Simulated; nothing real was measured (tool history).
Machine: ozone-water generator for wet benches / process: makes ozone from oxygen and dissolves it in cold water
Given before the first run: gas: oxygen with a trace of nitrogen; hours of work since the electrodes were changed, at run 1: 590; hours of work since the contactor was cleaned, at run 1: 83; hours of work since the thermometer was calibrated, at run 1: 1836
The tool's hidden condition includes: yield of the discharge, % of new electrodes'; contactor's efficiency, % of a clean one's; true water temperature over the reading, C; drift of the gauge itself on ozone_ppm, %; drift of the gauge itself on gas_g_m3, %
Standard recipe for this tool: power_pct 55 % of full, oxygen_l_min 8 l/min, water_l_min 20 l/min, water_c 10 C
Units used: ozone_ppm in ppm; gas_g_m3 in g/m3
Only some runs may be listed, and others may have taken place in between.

| run | hour | power_pct | oxygen_l_min | water_l_min | water_c | hours of work since the electrodes were changed | hours of work since the contactor was cleaned | hours of work since the thermometer was calibrated | ozone_ppm | gas_g_m3 |
|---|---|---|---|---|---|---|---|---|---|---|
| 1 | 0 | 55 | 8 | 20 | 10 | 590 | 83 | 1836 | 27.7 | 196.4 |
| 2 | 174.4 | 55 | 8 | 20 | 10 | 702 | 195 | 1949 | 27.9 | 199.2 |
| 3 | 269.6 | 55 | 8 | 20 | 10 | 764 | 256 | 2010 | 27.8 | 197.5 |
| 4 | 433.4 | 55 | 8 | 16 | 10 | 869 | 362 | 2115 | 32.3 | 199.3 |
| 5 | 597.8 | 55 | 8 | 20 | 10 | 975 | 468 | 2221 | 27.6 | 197.5 |
| 6 | 794.5 | 55 | 8 | 20 | 10 | 1102 | 595 | 2348 | 28 | 196.9 |
| 7 | 980.9 | 55 | 8 | 20 | 10 | 1222 | 715 | 2468 | 27.8 | 197.2 |
| 8 | 1143.8 | 55 | 8 | 20 | 10 | 1327 | 820 | 2573 | 27.7 | 195.8 |
| 9 | 1243.6 | 55 | 8 | 20 | 10 | 1391 | 884 | 2638 | 27.3 | 195.4 |
| 10 | 1349.6 | 55 | 8 | 20 | 10 | 1460 | 952 | 2706 | 27.4 | 195 |
| 11 | 1445.9 | 55 | 8 | 20 | 10 | 1522 | 1014 | 2768 | 27.7 | 195.9 |
| 12 | 1628.7 | 55 | 8 | 20 | 10 | 1639 | 1132 | 2886 | 27.7 | 194.4 |
| 13 | 1812 | 55 | 8 | 20 | 10 | 1758 | 1250 | 3004 | 27.7 | 198 |
| 14 | 1957.4 | 55 | 8 | 20 | 10 | 1851 | 1344 | 3098 | 27.7 | 196.1 |
| 15 | 2082.1 | 55 | 8 | 20 | 10 | 1932 | 1424 | 3178 | 27.9 | 195.1 |
| 16 | 2208.8 | 55 | 8 | 20 | 10 | 2013 | 1506 | 3260 | 27.4 | 195 |
| 17 | 2309.9 | 55 | 11.45 | 20 | 10 | 2078 | 1571 | 3325 | 25.8 | 153.8 |
| 18 | 2481.4 | 72 | 11.45 | 20 | 10 | 2189 | 1682 | 3435 | 30.6 | 179.9 |
| 19 | 2572.8 | 53 | 8 | 20 | 12 | 2248 | 1740 | 3494 | 26 | 188 |
| 20 | 2753.5 | 53 | 4.15 | 20 | 12 | 2364 | 1857 | 3611 | 27.4 | 290.8 |
| 21 | 2838.2 | 95 | 8 | 20 | 15 | 2419 | 1912 | 3665 | 35.6 | 268 |
| 22 | 2945.8 | 70 | 8 | 24 | 10 | 2488 | 1981 | 3735 | 27.8 | 224.1 |
| 23 | 3090.3 | 93 | 4.46 | 29 | 8 | 2581 | 2074 | 3828 | 28.9 | 390.7 |
| 24 | 3214.5 | 93 | 4.46 | 29 | 8 | 2661 | 2154 | 3908 | 28.4 | 390.5 |
| 25 | 3368.3 | 93 | 4.46 | 29 | 8 | 2760 | 2253 | 4007 | 28.9 | 389.7 |
| 26 | 3484.2 | 55 | 12.35 | 20 | 9 | 2835 | 2328 | 4081 | 25.6 | 143.6 |
|  | 3611.5 | contactor cleaned |
| 27 | 3661.5 | 55 | 10.59 | 20 | 9 | 2947 | 32 | 4193 | 26.5 | 158.8 |
|  | 3760.2 | gauge calibrated |
| 28 | 3760.2 | 55 | 4.74 | 13 | 10 | 3010 | 96 | 4257 | 40.4 | 279.3 |
| 29 | 3928 | 70 | 4.55 | 14 | 5 | 3119 | 204 | 4365 | 47.9 | 331.6 |
| 30 | 4103.9 | 70 | 4.55 | 14 | 5 | 3232 | 317 | 4478 | 47.7 | 330.2 |
| 31 | 4247.1 | 70 | 4.55 | 14 | 5 | 3324 | 410 | 4571 | 47.7 | 330.3 |
| 32 | 4429.4 | 43 | 7.48 | 16 | 10 | 3442 | 527 | 4688 | 27.8 | 177.5 |

Per-run results on a tool with no hidden state, each run keeping its own random variation:
| run | gas_g_m3 |
|---|---|
| 1 | 196.4 |
| 2 | 199.5 |
| 3 | 198 |
| 4 | 200 |
| 5 | 198.5 |
| 6 | 198.2 |
| 7 | 198.8 |
| 8 | 197.6 |
| 9 | 197.4 |
| 10 | 197.2 |
| 11 | 198.2 |
| 12 | 196.9 |
| 13 | 200.9 |
| 14 | 199.2 |
| 15 | 198.4 |
| 16 | 198.5 |
| 17 | 156.7 |
| 18 | 183.5 |
| 19 | 191.9 |
| 20 | 297.3 |
| 21 | 274.3 |
| 22 | 229.5 |
| 23 | 400.7 |
| 24 | 400.8 |
| 25 | 400.6 |
| 26 | 147.7 |
| 27 | 163.6 |
| 28 | 279.5 |
| 29 | 332.4 |
| 30 | 331.4 |
| 31 | 331.9 |
| 32 | 178.5 |
ozone_ppm without the hidden state stays within 0.1 ppm of what was measured, in all runs.
